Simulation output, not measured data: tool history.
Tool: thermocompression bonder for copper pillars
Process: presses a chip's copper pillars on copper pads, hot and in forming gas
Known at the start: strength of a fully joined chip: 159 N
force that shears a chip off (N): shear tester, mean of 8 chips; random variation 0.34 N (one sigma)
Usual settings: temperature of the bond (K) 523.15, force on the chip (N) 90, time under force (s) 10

| run | hour | temperature of the bond (K) | force on the chip (N) | time under force (s) | force that shears a chip off (N) |
|---|---|---|---|---|---|
| 1 | 0 | 523.15 | 90 | 10 | 86.7 |
| 2 | 23 | 515.15 | 90 | 10 | 78.7 |
| 3 | 62.1 | 515.15 | 90 | 10 | 78.6 |
| 4 | 107.2 | 515.15 | 90 | 10 | 77.8 |
| 5 | 153.2 | 494.15 | 90 | 10 | 58.8 |
|  | 194.1 | forming gas filter changed |
| 6 | 194.1 | 494.15 | 90 | 10 | 60.8 |
| 7 | 240.2 | 494.15 | 90 | 23 | 81.8 |
| 8 | 281 | 494.15 | 90 | 23 | 81.7 |
| 9 | 302.5 | 523.15 | 64 | 10 | 69.8 |
| 10 | 345.8 | 523.15 | 90 | 27 | 115.1 |
| 11 | 366.7 | 523.15 | 90 | 27 | 115.1 |
| 12 | 387.8 | 523.15 | 90 | 27 | 114.4 |
| 13 | 407 | 551.15 | 90 | 27 | 136.6 |
| 14 | 436.1 | 523.15 | 90 | 10 | 85.9 |
| 15 | 469.7 | 523.15 | 90 | 19 | 104 |
| 16 | 497.3 | 523.15 | 90 | 19 | 103.9 |
| 17 | 522 | 523.15 | 90 | 19 | 104.9 |
| 18 | 550.1 | 523.15 | 90 | 10 | 85.1 |
| 19 | 582.7 | 523.15 | 88 | 10 | 83.7 |
| 20 | 612.1 | 535.15 | 88 | 10 | 94.3 |
| 21 | 657.6 | 535.15 | 88 | 10 | 95.6 |
|  | 675 | forming gas filter changed |
| 22 | 681.4 | 493.15 | 88 | 10 | 58.8 |
| 23 | 728.2 | 523.15 | 118 | 15 | 112.6 |
| 24 | 755.5 | 518.15 | 116 | 15 | 107.9 |
| 25 | 781 | 501.15 | 85 | 6 | 51.7 |
| 26 | 815.7 | 548.15 | 90 | 5 | 90.3 |
| 27 | 861.3 | 548.15 | 90 | 5 | 90.1 |
| 28 | 885.4 | 523.15 | 87 | 15 | 96.4 |
|  | 891.4 | heater calibrated with a thermocouple chip |
| 29 | 911.3 | 523.15 | 90 | 11 | 90.1 |
| 30 | 955.1 | 523.15 | 90 | 11 | 89.8 |
|  | 986.7 | heater calibrated with a thermocouple chip, once more |
| 31 | 1003.4 | 530.15 | 132 | 26 | 133.9 |
| 32 | 1022.8 | 544.15 | 90 | 9 | 100.7 |
| 33 | 1062.4 | 506.15 | 90 | 10 | 68.7 |
| 34 | 1107.6 | 506.15 | 90 | 10 | 68.5 |
| 35 | 1140.5 | 506.15 | 90 | 10 | 68.5 |
|  | 1159.9 | forming gas filter changed |
| 36 | 1171.6 | 523.15 | 92 | 16 | 101 |
| 37 | 1211.2 | 523.15 | 92 | 15 | 98.7 |
| 38 | 1230.6 | 503.15 | 92 | 21 | 88.4 |
| 39 | 1252.7 | 497.15 | 116 | 10 | 73.6 |
| 40 | 1273 | 528.15 | 116 | 18 | 120.3 |

Forecast each of these 4 alternatives for the next run:
| A | 1300.2 | 529.15 | 55 | 11 | ? |
| B | 1300.2 | 528.15 | 116 | 26 | ? |
| C | 1300.2 | 535.15 | 90 | 30 | ? |
| D | 1300.2 | 523.15 | 96 | 10 | ? |

| run | force that shears a chip off (N) |
|---|---|
| A | 69.1 |
| B | 129.9 |
| C | 127.9 |
| D | 89.2 |
Without the tool's hidden state the same runs would have given:
| run | force that shears a chip off (N) |
|---|---|
| A | 71.2 |
| B | 132.4 |
| C | 130.6 |
| D | 91.6 |
